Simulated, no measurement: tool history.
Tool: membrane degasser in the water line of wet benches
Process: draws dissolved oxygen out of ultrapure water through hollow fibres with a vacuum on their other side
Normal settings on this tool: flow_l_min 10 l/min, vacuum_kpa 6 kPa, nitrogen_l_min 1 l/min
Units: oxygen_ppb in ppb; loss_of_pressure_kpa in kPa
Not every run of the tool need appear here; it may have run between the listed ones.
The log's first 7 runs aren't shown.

| run | day | flow_l_min | vacuum_kpa | nitrogen_l_min | hours since the membrane was changed | hours since the vacuum gauge was calibrated | hours since the vacuum lines were made tight | oxygen_ppb | loss_of_pressure_kpa |
|---|---|---|---|---|---|---|---|---|---|
| 8 | 53.504 | 10 | 6 | 1 | 6130 | 3212 | 8424 | 77.7 | 45.16 |
| 9 | 62.742 | 10 | 6 | 1 | 6351 | 3434 | 8646 | 75.7 | 45.18 |
| 10 | 72.588 | 10 | 6 | 1 | 6588 | 3670 | 8882 | 75.7 | 45.38 |
| 11 | 81.412 | 10 | 6 | 1 | 6799 | 3882 | 9094 | 76 | 44.67 |
| 12 | 86.9 | 10 | 6 | 1 | 6931 | 4014 | 9226 | 77.7 | 44.96 |
| 13 | 94.954 | 10 | 6 | 1 | 7124 | 4207 | 9419 | 76.1 | 44.86 |
| 14 | 99.717 | 10 | 6 | 1 | 7239 | 4321 | 9534 | 77.3 | 44.52 |
| 15 | 106.946 | 10 | 6 | 1 | 7412 | 4495 | 9707 | 75.6 | 44.68 |
| 16 | 116.992 | 10 | 6 | 1 | 7653 | 4736 | 9948 | 77.3 | 44.82 |
| 17 | 121.658 | 14 | 7.27 | 1.79 | 7765 | 4848 | 10060 | 109.2 | 62.73 |
| 18 | 126.079 | 14 | 7.27 | 1.79 | 7871 | 4954 | 10166 | 106.3 | 62.3 |
| 19 | 133.329 | 14 | 6.08 | 1.79 | 8045 | 5128 | 10340 | 84.9 | 62.52 |
| 20 | 139.6 | 16 | 6.71 | 2.28 | 8196 | 5278 | 10491 | 105.1 | 71.5 |
|  | 146.746 | gauge calibrated |
| 21 | 148.046 | 11 | 6 | 0.75 | 8399 | 5481 | 10693 | 109 | 50.25 |
| 22 | 156.333 | 11 | 6 | 0.75 | 8597 | 5680 | 10892 | 108 | 49.98 |
|  | 157.304 | seals of the vacuum lines changed |
| 23 | 163.492 | 11 | 8.88 | 0.75 | 8767 | 5850 | 149 | 203.8 | 50.28 |
| 24 | 168.883 | 11 | 8.88 | 0.75 | 8897 | 5979 | 278 | 201.5 | 50.59 |
| 25 | 178.892 | 11 | 8.88 | 0.75 | 9137 | 6219 | 518 | 204.8 | 49.94 |

Run 26, settings as shown, results not yet in. Your forecast:
| 26 | 186.783 | 13 | 6 | 1 | 9326 | 6409 | 708 | ? | ? |

oxygen_ppb: 111 ppb
loss_of_pressure_kpa: 59.3 kPa
Minus the tool's unlogged condition, the same run would have read oxygen_ppb 110.9 ppb, loss_of_pressure_kpa 59.67 kPa.
